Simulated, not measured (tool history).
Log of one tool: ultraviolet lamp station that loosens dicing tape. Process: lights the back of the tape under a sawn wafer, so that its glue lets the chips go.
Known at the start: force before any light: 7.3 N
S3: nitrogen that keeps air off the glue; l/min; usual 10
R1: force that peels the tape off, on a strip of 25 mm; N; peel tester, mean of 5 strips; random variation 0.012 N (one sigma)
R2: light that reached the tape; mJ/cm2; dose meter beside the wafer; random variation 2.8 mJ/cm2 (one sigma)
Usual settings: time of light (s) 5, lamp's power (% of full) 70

Run 1, day 0: usual settings. Result: R1 0.641 N, R2 381 mJ/cm2.
Run 2, day 0.812: usual settings. Result: R1 0.653 N, R2 370 mJ/cm2.
Run 3, day 1.483: usual settings. Result: R1 0.65 N, R2 367 mJ/cm2.
Run 4, day 2.333: usual settings but time of light (s) 2. Result: R1 2.718 N, R2 147 mJ/cm2.
Run 5, day 3.004: usual settings but time of light (s) 2. Result: R1 2.821 N, R2 144 mJ/cm2.
Run 6, day 3.658: usual settings but time of light (s) 7. Result: R1 0.306 N, R2 507 mJ/cm2.
Run 7, day 4.388: usual settings but time of light (s) 7. Result: R1 0.303 N, R2 503 mJ/cm2.
At day 4.479: window cleaned of glue's vapour.
Run 8, day 5.104: usual settings but time of light (s) 7, S3 17 l/min. Result: R1 0.189 N, R2 499 mJ/cm2.
Run 9, day 5.825: usual settings. Result: R1 0.713 N, R2 355 mJ/cm2.
Run 10, day 6.167: usual settings. Result: R1 0.721 N, R2 351 mJ/cm2.
At day 6.454: window cleaned of glue's vapour, once more.
Run 11, day 6.854: usual settings but lamp's power (% of full) 61. Result: R1 0.901 N, R2 318 mJ/cm2.
Run 12, day 7.471: usual settings but lamp's power (% of full) 61, S3 14 l/min. Result: R1 0.718 N, R2 319 mJ/cm2.
Run 13, day 7.862: usual settings but S3 6 l/min. Result: R1 1.058 N, R2 362 mJ/cm2.
Run 14, day 8.642: usual settings but lamp's power (% of full) 89, S3 9 l/min. Result: R1 0.44 N, R2 452 mJ/cm2.
Run 15, day 9.454: usual settings but lamp's power (% of full) 89, S3 9 l/min. Result: R1 0.463 N, R2 451 mJ/cm2.
Run 16, day 9.954: usual settings but time of light (s) 6, lamp's power (% of full) 74. Result: R1 0.417 N, R2 446 mJ/cm2.
Run 17, day 10.504: usual settings but time of light (s) 6, lamp's power (% of full) 74. Result: R1 0.421 N, R2 449 mJ/cm2.
Run 18, day 11.104: usual settings but time of light (s) 6, lamp's power (% of full) 74. Result: R1 0.437 N, R2 440 mJ/cm2.
Run 19, day 11.533: usual settings but time of light (s) 6, lamp's power (% of full) 74. Result: R1 0.42 N, R2 440 mJ/cm2.
Run 20, day 11.904: usual settings but lamp's power (% of full) 97, S3 3 l/min. Result: R1 1.059 N, R2 484 mJ/cm2.
Run 21, day 12.517: usual settings but lamp's power (% of full) 97, S3 3 l/min. Result: R1 1.049 N, R2 478 mJ/cm2.
Run 22, day 12.921: usual settings but time of light (s) 2, S3 20 l/min. Result: R1 2.32 N, R2 138 mJ/cm2.

3 ways to go on from here, each from the tool as it stands after run 22. What would each give?
Run A, day 13.312: usual settings but time of light (s) 7. Result: R1 ?, R2 ?.
Run B, day 13.312: usual settings but time of light (s) 4, lamp's power (% of full) 84, S3 20 l/min. Result: R1 ?, R2 ?.
Run C, day 13.312: usual settings but time of light (s) 6, lamp's power (% of full) 93, S3 4 l/min. Result: R1 ?, R2 ?.

run     R1   R2
  A  0.333  478
  B  0.486  325
  C  0.661  550
Without the tool's hidden state the same runs would have given:
run     R1   R2
  A  0.215  562
  B  0.323  383
  C  0.449  647
